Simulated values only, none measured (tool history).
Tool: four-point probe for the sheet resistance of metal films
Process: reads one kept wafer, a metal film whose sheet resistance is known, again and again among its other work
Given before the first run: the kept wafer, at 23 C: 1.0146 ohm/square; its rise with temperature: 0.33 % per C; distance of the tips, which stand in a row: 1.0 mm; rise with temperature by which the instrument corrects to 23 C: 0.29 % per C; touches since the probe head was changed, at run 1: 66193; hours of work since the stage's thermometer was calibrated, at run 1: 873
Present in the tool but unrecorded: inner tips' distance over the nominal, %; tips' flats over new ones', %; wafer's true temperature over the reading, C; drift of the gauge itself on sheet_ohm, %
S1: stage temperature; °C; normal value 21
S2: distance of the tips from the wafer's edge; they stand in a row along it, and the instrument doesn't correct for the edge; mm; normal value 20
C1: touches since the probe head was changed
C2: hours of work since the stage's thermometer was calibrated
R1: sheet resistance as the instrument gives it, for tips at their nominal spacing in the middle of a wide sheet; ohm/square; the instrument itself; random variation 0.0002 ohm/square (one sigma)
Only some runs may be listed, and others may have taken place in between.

| run | hour | S1 | S2 | C1 | C2 | R1 |
|---|---|---|---|---|---|---|
| 1 | 0.0 | 21 | 20 | 66193 | 873 | 1.015066 |
| 2 | 84.0 | 21 | 20 | 70503 | 936 | 1.015123 |
| 3 | 148.8 | 21 | 20 | 73829 | 985 | 1.015167 |
| 4 | 200.4 | 21 | 20 | 76479 | 1024 | 1.015621 |
| 5 | 283.2 | 21 | 20 | 80725 | 1086 | 1.015068 |
| 6 | 343.6 | 21 | 20 | 83824 | 1132 | 1.014865 |

Run 7 is up next; what results do you expect?
| 7 | 411.1 | 20 | 60 | 87289 | 1182 | ? |

R1: 1.013227 ohm/square
Had the tool carried no hidden state, the very same run would have given R1 1.013239 ohm/square.
